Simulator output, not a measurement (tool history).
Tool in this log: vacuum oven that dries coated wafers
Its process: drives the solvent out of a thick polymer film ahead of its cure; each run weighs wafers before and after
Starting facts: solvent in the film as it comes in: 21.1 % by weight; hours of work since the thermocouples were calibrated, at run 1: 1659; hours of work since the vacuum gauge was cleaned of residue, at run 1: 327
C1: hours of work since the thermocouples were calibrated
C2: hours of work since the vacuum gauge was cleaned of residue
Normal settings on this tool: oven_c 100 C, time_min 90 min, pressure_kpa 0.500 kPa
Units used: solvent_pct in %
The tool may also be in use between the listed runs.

{"run": 1, "day": 0.0, "oven_c": 100, "time_min": 90, "pressure_kpa": 0.5, "C1": 1659, "C2": 327, "solvent_pct": 1.37}
{"run": 2, "day": 0.683, "oven_c": 100, "time_min": 90, "pressure_kpa": 0.5, "C1": 1667, "C2": 336, "solvent_pct": 1.33}
{"run": 3, "day": 1.967, "oven_c": 100, "time_min": 90, "pressure_kpa": 0.5, "C1": 1683, "C2": 352, "solvent_pct": 1.37}
{"run": 4, "day": 2.9, "oven_c": 100, "time_min": 90, "pressure_kpa": 0.5, "C1": 1695, "C2": 363, "solvent_pct": 1.37}
{"run": 5, "day": 3.771, "oven_c": 100, "time_min": 90, "pressure_kpa": 0.973, "C1": 1706, "C2": 374, "solvent_pct": 1.75}
{"run": 6, "day": 4.779, "oven_c": 100, "time_min": 90, "pressure_kpa": 0.5, "C1": 1718, "C2": 387, "solvent_pct": 1.32}
{"run": 7, "day": 5.888, "oven_c": 100, "time_min": 90, "pressure_kpa": 0.5, "C1": 1732, "C2": 401, "solvent_pct": 1.41}
{"run": 8, "day": 7.129, "oven_c": 100, "time_min": 90, "pressure_kpa": 0.5, "C1": 1748, "C2": 416, "solvent_pct": 1.35}
{"run": 9, "day": 8.025, "oven_c": 100, "time_min": 90, "pressure_kpa": 0.5, "C1": 1759, "C2": 427, "solvent_pct": 1.37}
{"run": 10, "day": 9.075, "oven_c": 100, "time_min": 90, "pressure_kpa": 0.5, "C1": 1772, "C2": 440, "solvent_pct": 1.52}
{"day": 9.988, "done": "oven's thermocouples calibrated"}
{"run": 11, "day": 10.121, "oven_c": 100, "time_min": 93, "pressure_kpa": 0.5, "C1": 2, "C2": 452, "solvent_pct": 1.05}
{"run": 12, "day": 10.85, "oven_c": 100, "time_min": 93, "pressure_kpa": 0.5, "C1": 11, "C2": 461, "solvent_pct": 1.08}
{"run": 13, "day": 12.158, "oven_c": 114, "time_min": 90, "pressure_kpa": 0.5, "C1": 27, "C2": 478, "solvent_pct": 0.32}
{"run": 14, "day": 13.233, "oven_c": 114, "time_min": 90, "pressure_kpa": 0.5, "C1": 40, "C2": 491, "solvent_pct": 0.26}
{"run": 15, "day": 14.021, "oven_c": 114, "time_min": 90, "pressure_kpa": 0.5, "C1": 50, "C2": 501, "solvent_pct": 0.26}
{"run": 16, "day": 15.012, "oven_c": 114, "time_min": 90, "pressure_kpa": 0.5, "C1": 63, "C2": 513, "solvent_pct": 0.29}
{"run": 17, "day": 16.158, "oven_c": 98, "time_min": 116, "pressure_kpa": 1.735, "C1": 77, "C2": 527, "solvent_pct": 1.91}

For run 18, what comes out?
{"run": 18, "day": 17.188, "oven_c": 100, "time_min": 147, "pressure_kpa": 0.331, "C1": 90, "C2": 540, "solvent_pct": "?"}

Run 18 measured solvent_pct 0.51 %.
Take away the tool's hidden state, keep the run-to-run variation as it was, and the same run would have given solvent_pct 0.35 %.
